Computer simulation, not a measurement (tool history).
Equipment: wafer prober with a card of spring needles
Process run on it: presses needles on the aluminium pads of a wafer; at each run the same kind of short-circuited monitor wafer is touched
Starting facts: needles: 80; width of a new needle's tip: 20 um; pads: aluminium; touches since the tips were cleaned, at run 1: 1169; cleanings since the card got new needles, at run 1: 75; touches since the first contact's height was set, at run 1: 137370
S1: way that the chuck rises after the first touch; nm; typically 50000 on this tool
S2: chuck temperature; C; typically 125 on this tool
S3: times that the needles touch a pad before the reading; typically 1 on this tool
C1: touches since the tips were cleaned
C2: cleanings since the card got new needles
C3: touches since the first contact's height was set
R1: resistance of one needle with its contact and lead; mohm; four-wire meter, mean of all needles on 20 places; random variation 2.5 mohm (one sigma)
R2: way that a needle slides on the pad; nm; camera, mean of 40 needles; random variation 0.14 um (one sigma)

run 1 day=0.000 | S1=50000 S2=125 S3=1 | C1=1169 C2=75 C3=137370 | R1=410 R2=10040
-- day=0.071 tips cleaned on abrasive film
run 2 day=0.179 | S1=51000 S2=125 S3=1 | C1=974 C2=76 C3=138918 | R1=382 R2=10060
-- day=0.258 tips cleaned on abrasive film
run 3 day=0.421 | S1=43000 S2=125 S3=1 | C1=1461 C2=77 C3=141038 | R1=479 R2=8170
-- day=0.446 tips cleaned on abrasive film
-- day=0.633 tips cleaned on abrasive film
run 4 day=0.704 | S1=43000 S2=125 S3=1 | C1=628 C2=79 C3=143483 | R1=397 R2=8140
-- day=0.829 tips cleaned on abrasive film
run 5 day=0.983 | S1=43000 S2=125 S3=1 | C1=1389 C2=80 C3=145929 | R1=466 R2=8140
-- day=1.012 tips cleaned on abrasive film
-- day=1.200 tips cleaned on abrasive film
run 6 day=1.288 | S1=50000 S2=125 S3=1 | C1=773 C2=82 C3=148531 | R1=381 R2=9670
-- day=1.383 tips cleaned on abrasive film
-- day=1.571 tips cleaned on abrasive film
run 7 day=1.654 | S1=50000 S2=125 S3=1 | C1=728 C2=84 C3=151709 | R1=377 R2=9910
-- day=1.750 tips cleaned on abrasive film
-- day=1.929 tips cleaned on abrasive film
run 8 day=1.929 | S1=50000 S2=125 S3=1 | C1=0 C2=86 C3=154097 | R1=317 R2=9640
-- day=2.138 tips cleaned on abrasive film
run 9 day=2.242 | S1=50000 S2=125 S3=1 | C1=928 C2=87 C3=156812 | R1=395 R2=9830
-- day=2.333 tips cleaned on abrasive film
-- day=2.508 tips cleaned on abrasive film
run 10 day=2.508 | S1=67000 S2=125 S3=1 | C1=0 C2=89 C3=159124 | R1=294 R2=13380
-- day=2.700 tips cleaned on abrasive film
run 11 day=2.742 | S1=67000 S2=125 S3=1 | C1=370 C2=90 C3=161130 | R1=312 R2=13210
-- day=2.875 tips cleaned on abrasive film
-- day=3.075 tips cleaned on abrasive film
run 12 day=3.129 | S1=50000 S2=125 S3=1 | C1=492 C2=92 C3=164503 | R1=363 R2=9580
-- day=3.275 tips cleaned on abrasive film
run 13 day=3.371 | S1=50000 S2=125 S3=1 | C1=853 C2=93 C3=166624 | R1=400 R2=9560
-- day=3.412 height of the first contact set anew
-- day=3.496 tips cleaned on abrasive film
-- day=3.671 tips cleaned on abrasive film
run 14 day=3.688 | S1=50000 S2=125 S3=1 | C1=126 C2=95 C3=2372 | R1=339 R2=8260
-- day=3.850 tips cleaned on abrasive film
-- day=4.033 tips cleaned on abrasive film
run 15 day=4.067 | S1=50000 S2=125 S3=1 | C1=291 C2=97 C3=5652 | R1=346 R2=8260
-- day=4.229 tips cleaned on abrasive film
run 16 day=4.371 | S1=50000 S2=39 S3=1 | C1=1271 C2=98 C3=8336 | R1=464 R2=8130
-- day=4.417 tips cleaned on abrasive film
-- day=4.600 tips cleaned on abrasive film
run 17 day=4.725 | S1=50000 S2=124 S3=1 | C1=1117 C2=100 C3=11407 | R1=471 R2=8170
-- day=4.788 tips cleaned on abrasive film
-- day=4.979 tips cleaned on abrasive film
run 18 day=4.996 | S1=44000 S2=82 S3=1 | C1=148 C2=102 C3=13713 | R1=359 R2=6520
-- day=5.183 tips cleaned on abrasive film
-- day=5.371 tips cleaned on abrasive film
run 19 day=5.371 | S1=48000 S2=31 S3=1 | C1=0 C2=104 C3=16988 | R1=294 R2=7720
-- day=5.462 height of the first contact set anew, once more
-- day=5.571 tips cleaned on abrasive film
-- day=5.750 tips cleaned on abrasive film
run 20 day=5.779 | S1=41000 S2=125 S3=1 | C1=233 C2=106 C3=2717 | R1=344 R2=9790
-- day=5.942 tips cleaned on abrasive film
run 21 day=6.046 | S1=68000 S2=59 S3=1 | C1=897 C2=107 C3=5043 | R1=308 R2=16120
-- day=6.121 tips cleaned on abrasive film
-- day=6.312 tips cleaned on abrasive film
run 22 day=6.479 | S1=39000 S2=99 S3=3 | C1=1472 C2=109 C3=8810 | R1=354 R2=9020
-- day=6.512 tips cleaned on abrasive film
-- day=6.692 tips cleaned on abrasive film
run 23 day=6.721 | S1=59000 S2=84 S3=1 | C1=229 C2=111 C3=10884 | R1=306 R2=13720
-- day=6.883 tips cleaned on abrasive film
run 24 day=6.933 | S1=59000 S2=46 S3=2 | C1=441 C2=112 C3=12758 | R1=290 R2=13610
-- day=7.088 tips cleaned on abrasive film
-- day=7.267 tips cleaned on abrasive film
run 25 day=7.312 | S1=66000 S2=125 S3=1 | C1=414 C2=114 C3=16045 | R1=317 R2=15730
-- day=7.462 tips cleaned on abrasive film
run 26 day=7.542 | S1=50000 S2=87 S3=1 | C1=737 C2=115 C3=18051 | R1=355 R2=11560
-- day=7.646 tips cleaned on abrasive film
-- day=7.850 tips cleaned on abrasive film
run 27 day=7.933 | S1=50000 S2=47 S3=2 | C1=744 C2=117 C3=21424 | R1=315 R2=11460
-- day=8.033 tips cleaned on abrasive film
-- day=8.221 tips cleaned on abrasive film
run 28 day=8.267 | S1=53000 S2=47 S3=3 | C1=420 C2=119 C3=24314 | R1=279 R2=12000
-- day=8.392 tips cleaned on abrasive film
run 29 day=8.471 | S1=41000 S2=31 S3=1 | C1=701 C2=120 C3=26108 | R1=382 R2=9150

Here are 5 independent what-if runs from the current tool condition. What would each one return?
-- day=8.575 tips cleaned on abrasive film
-- day=8.754 tips cleaned on abrasive film
run A day=8.908 | S1=68000 S2=32 S3=2 | C1=1368 C2=122 C3=29887 | R1=? R2=?
-- day=8.575 tips cleaned on abrasive film
-- day=8.754 tips cleaned on abrasive film
run B day=8.908 | S1=41000 S2=31 S3=2 | C1=1368 C2=122 C3=29887 | R1=? R2=?
-- day=8.575 tips cleaned on abrasive film
-- day=8.754 tips cleaned on abrasive film
run C day=8.908 | S1=39000 S2=31 S3=1 | C1=1368 C2=122 C3=29887 | R1=? R2=?
-- day=8.575 tips cleaned on abrasive film
-- day=8.754 tips cleaned on abrasive film
run D day=8.908 | S1=41000 S2=48 S3=1 | C1=1368 C2=122 C3=29887 | R1=? R2=?
-- day=8.575 tips cleaned on abrasive film
-- day=8.754 tips cleaned on abrasive film
run E day=8.908 | S1=38000 S2=31 S3=2 | C1=1368 C2=122 C3=29887 | R1=? R2=?

run=A R1=304 R2=15740
run=B R1=381 R2=9420
run=C R1=477 R2=8930
run=D R1=455 R2=9200
run=E R1=399 R2=8580
Stripped of hidden state, with their random variation kept, the same runs would have yielded:
run=A R1=258 R2=16160
run=B R1=264 R2=9840
run=C R1=266 R2=9340
run=D R1=269 R2=9610
run=E R1=264 R2=8990
